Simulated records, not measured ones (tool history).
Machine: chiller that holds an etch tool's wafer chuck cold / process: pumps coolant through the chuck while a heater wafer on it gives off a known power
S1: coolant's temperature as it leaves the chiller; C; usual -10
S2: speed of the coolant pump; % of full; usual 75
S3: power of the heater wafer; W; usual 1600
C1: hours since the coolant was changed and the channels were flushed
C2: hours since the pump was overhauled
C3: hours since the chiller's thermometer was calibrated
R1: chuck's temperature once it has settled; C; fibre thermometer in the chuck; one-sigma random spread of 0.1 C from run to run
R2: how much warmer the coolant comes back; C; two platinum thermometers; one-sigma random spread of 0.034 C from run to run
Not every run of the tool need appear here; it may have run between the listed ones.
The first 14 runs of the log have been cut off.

Run 15, hour 1330: usual settings; C1 5962; C2 208; C3 1383. Result: R1 11 C, R2 5.67 C.
Run 16, hour 1395.2: usual settings; C1 6027; C2 273; C3 1448. Result: R1 11.3 C, R2 5.69 C.
Run 17, hour 1497: usual settings but S1 -1 C, S2 62 % of full; C1 6129; C2 375; C3 1549. Result: R1 24.4 C, R2 7.04 C.
Run 18, hour 1594.4: usual settings but S1 -14 C, S2 61 % of full, S3 883 W; C1 6226; C2 472; C3 1647. Result: R1 0.3 C, R2 3.95 C.
Run 19, hour 1647.9: usual settings but S1 -18 C, S3 1325 W; C1 6280; C2 526; C3 1700. Result: R1 -0.4 C, R2 4.72 C.
Run 20, hour 1715.4: usual settings but S1 -18 C, S2 92 % of full, S3 1017 W; C1 6347; C2 593; C3 1768. Result: R1 -6.5 C, R2 2.9 C.
At hour 1732.9: coolant pump overhauled, once more.
Run 21, hour 1772.7: usual settings but S1 -18 C, S2 68 % of full, S3 919 W; C1 6400; C2 40; C3 1820. Result: R1 -4.8 C, R2 3.54 C.
Run 22, hour 1852.9: usual settings but S1 -18 C, S2 68 % of full, S3 919 W; C1 6480; C2 120; C3 1900. Result: R1 -4.7 C, R2 3.53 C.
Run 23, hour 1964.4: usual settings but S1 -1 C, S2 81 % of full, S3 1901 W; C1 6591; C2 232; C3 2012. Result: R1 22.1 C, R2 6.07 C.
At hour 2004.1: coolant changed, channels flushed.
Run 24, hour 2060.5: usual settings but S1 -8 C, S2 89 % of full; C1 56; C2 322; C3 2102. Result: R1 8.7 C, R2 4.57 C.

Run 25 is up next; what results do you expect?
Run 25, hour 2145.1: usual settings but S1 -8 C, S2 89 % of full; C1 141; C2 406; C3 2187. Result: R1 ?, R2 ?.

R1: 8.6 C
R2: 4.6 C
On a tool with no hidden condition, and with the same random variation, this run would have come out at R1 8.1 C, R2 4.58 C.
